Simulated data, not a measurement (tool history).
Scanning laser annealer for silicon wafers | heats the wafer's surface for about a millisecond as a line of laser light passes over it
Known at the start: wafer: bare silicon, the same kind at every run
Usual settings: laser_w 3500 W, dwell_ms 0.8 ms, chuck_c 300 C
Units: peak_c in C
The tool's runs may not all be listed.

run 1 day=0 | laser_w=3500 dwell_ms=0.8 chuck_c=300 | peak_c=1126
run 2 day=0.196 | laser_w=3500 dwell_ms=0.8 chuck_c=300 | peak_c=1125
run 3 day=0.554 | laser_w=3500 dwell_ms=0.8 chuck_c=261 | peak_c=1088
run 4 day=0.888 | laser_w=3500 dwell_ms=0.8 chuck_c=261 | peak_c=1090
run 5 day=1.275 | laser_w=3500 dwell_ms=0.8 chuck_c=261 | peak_c=1089
run 6 day=1.617 | laser_w=3500 dwell_ms=0.8 chuck_c=261 | peak_c=1091
run 7 day=1.792 | laser_w=3500 dwell_ms=0.8 chuck_c=261 | peak_c=1090
run 8 day=2.079 | laser_w=3500 dwell_ms=0.8 chuck_c=318 | peak_c=1147
run 9 day=2.433 | laser_w=3500 dwell_ms=0.8 chuck_c=318 | peak_c=1148
run 10 day=2.817 | laser_w=3500 dwell_ms=0.8 chuck_c=318 | peak_c=1148
run 11 day=3.229 | laser_w=3269 dwell_ms=0.8 chuck_c=318 | peak_c=1082
run 12 day=3.454 | laser_w=3025 dwell_ms=0.581 chuck_c=318 | peak_c=902
run 13 day=3.808 | laser_w=3500 dwell_ms=0.827 chuck_c=300 | peak_c=1143
run 14 day=4.008 | laser_w=3500 dwell_ms=0.827 chuck_c=300 | peak_c=1144
run 15 day=4.217 | laser_w=3500 dwell_ms=0.827 chuck_c=300 | peak_c=1146
run 16 day=4.538 | laser_w=3507 dwell_ms=0.881 chuck_c=300 | peak_c=1177
run 17 day=4.833 | laser_w=3507 dwell_ms=0.881 chuck_c=300 | peak_c=1174

3 ways to go on from here, each from the tool as it stands after run 17. What would each give?
run A day=5.025 | laser_w=3500 dwell_ms=0.8 chuck_c=316 | peak_c=?
run B day=5.025 | laser_w=2985 dwell_ms=0.8 chuck_c=300 | peak_c=?
run C day=5.025 | laser_w=3507 dwell_ms=0.966 chuck_c=300 | peak_c=?

run=A peak_c=1144
run=B peak_c=982
run=C peak_c=1223
Without the tool's hidden state the same runs would have given:
run=A peak_c=1144
run=B peak_c=983
run=C peak_c=1223
